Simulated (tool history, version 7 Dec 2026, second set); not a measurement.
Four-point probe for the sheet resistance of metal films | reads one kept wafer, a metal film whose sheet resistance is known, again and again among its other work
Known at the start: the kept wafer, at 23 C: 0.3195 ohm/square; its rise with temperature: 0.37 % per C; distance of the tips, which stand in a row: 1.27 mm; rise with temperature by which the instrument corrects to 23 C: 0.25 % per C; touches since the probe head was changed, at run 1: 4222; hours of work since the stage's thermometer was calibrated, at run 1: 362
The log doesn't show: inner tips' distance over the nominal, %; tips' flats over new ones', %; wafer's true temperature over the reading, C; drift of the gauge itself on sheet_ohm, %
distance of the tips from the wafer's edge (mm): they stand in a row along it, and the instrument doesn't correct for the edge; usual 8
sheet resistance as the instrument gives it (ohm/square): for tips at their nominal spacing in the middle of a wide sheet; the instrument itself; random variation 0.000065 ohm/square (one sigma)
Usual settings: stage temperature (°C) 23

| run | day | stage temperature (°C) | distance of the tips from the wafer's edge (mm) | touches since the probe head was changed | hours of work since the stage's thermometer was calibrated | sheet resistance as the instrument gives it (ohm/square) |
|---|---|---|---|---|---|---|
| 1 | 0 | 23 | 8 | 4222 | 362 | 0.323239 |
| 2 | 2.329 | 23 | 8 | 5486 | 385 | 0.323289 |
| 3 | 5.025 | 33 | 8 | 6947 | 411 | 0.327007 |
| 4 | 8.104 | 23 | 37 | 8617 | 442 | 0.319285 |
| 5 | 11.612 | 28 | 37 | 10519 | 476 | 0.321106 |
| 6 | 14.988 | 23 | 8 | 12349 | 509 | 0.323349 |
| 7 | 16.483 | 23 | 8 | 13160 | 524 | 0.323394 |
| 8 | 19.408 | 23 | 8 | 14746 | 553 | 0.3235 |
| 9 | 22.433 | 23 | 8 | 16387 | 582 | 0.323468 |
| 10 | 25.758 | 23 | 22 | 18189 | 615 | 0.319676 |
| 11 | 27.467 | 23 | 22 | 19116 | 632 | 0.319693 |
| 12 | 29.95 | 23 | 22 | 20462 | 656 | 0.31966 |
| 13 | 31.475 | 23 | 22 | 21288 | 671 | 0.31981 |
| 14 | 34.658 | 23 | 22 | 23015 | 702 | 0.319671 |
| 15 | 36.512 | 23 | 22 | 24019 | 721 | 0.31986 |
| 16 | 39.108 | 23 | 22 | 25428 | 746 | 0.31974 |
| 17 | 41.671 | 23 | 22 | 26817 | 771 | 0.319846 |
| 18 | 44.662 | 23 | 22 | 28439 | 801 | 0.319934 |
| 19 | 46.292 | 23 | 22 | 29323 | 817 | 0.319983 |
| 20 | 48.762 | 23 | 5 | 30662 | 841 | 0.3301 |
| 21 | 51.367 | 23 | 5 | 32073 | 867 | 0.330017 |
| 22 | 54.162 | 23 | 5 | 33590 | 894 | 0.330143 |
| 23 | 57.542 | 23 | 5 | 35423 | 927 | 0.330113 |
| 24 | 60.479 | 23 | 5 | 37016 | 956 | 0.330099 |
| 25 | 63.671 | 18 | 55 | 38746 | 988 | 0.317516 |
| 26 | 66.179 | 23 | 38 | 40106 | 1012 | 0.319597 |
| 27 | 69.346 | 23 | 7 | 41822 | 1043 | 0.325099 |
| 28 | 72.133 | 23 | 7 | 43333 | 1071 | 0.325088 |
| 29 | 73.858 | 24 | 11 | 44268 | 1088 | 0.322273 |
| 30 | 76.812 | 27 | 8 | 45872 | 1117 | 0.325335 |
| 31 | 80.004 | 25 | 4 | 47601 | 1148 | 0.336637 |
| 32 | 82.246 | 25 | 4 | 48818 | 1170 | 0.336828 |
| 33 | 84.029 | 22 | 39 | 49785 | 1188 | 0.319406 |
| 34 | 86.854 | 22 | 39 | 51315 | 1215 | 0.319419 |
| 35 | 88.746 | 25 | 8 | 52342 | 1234 | 0.324705 |
| 36 | 91.75 | 18 | 5 | 53970 | 1263 | 0.328411 |
| 37 | 94.179 | 18 | 5 | 55288 | 1287 | 0.328503 |
| 38 | 96.729 | 23 | 20 | 56670 | 1312 | 0.320387 |

The next listed run, before its measurement:
| 39 | 99.133 | 21 | 13 | 57973 | 1336 | ? |

Run 39 gave sheet resistance as the instrument gives it (ohm/square) 0.320707.
Without the tool's hidden state the same run would have given sheet resistance as the instrument gives it (ohm/square) 0.320479.
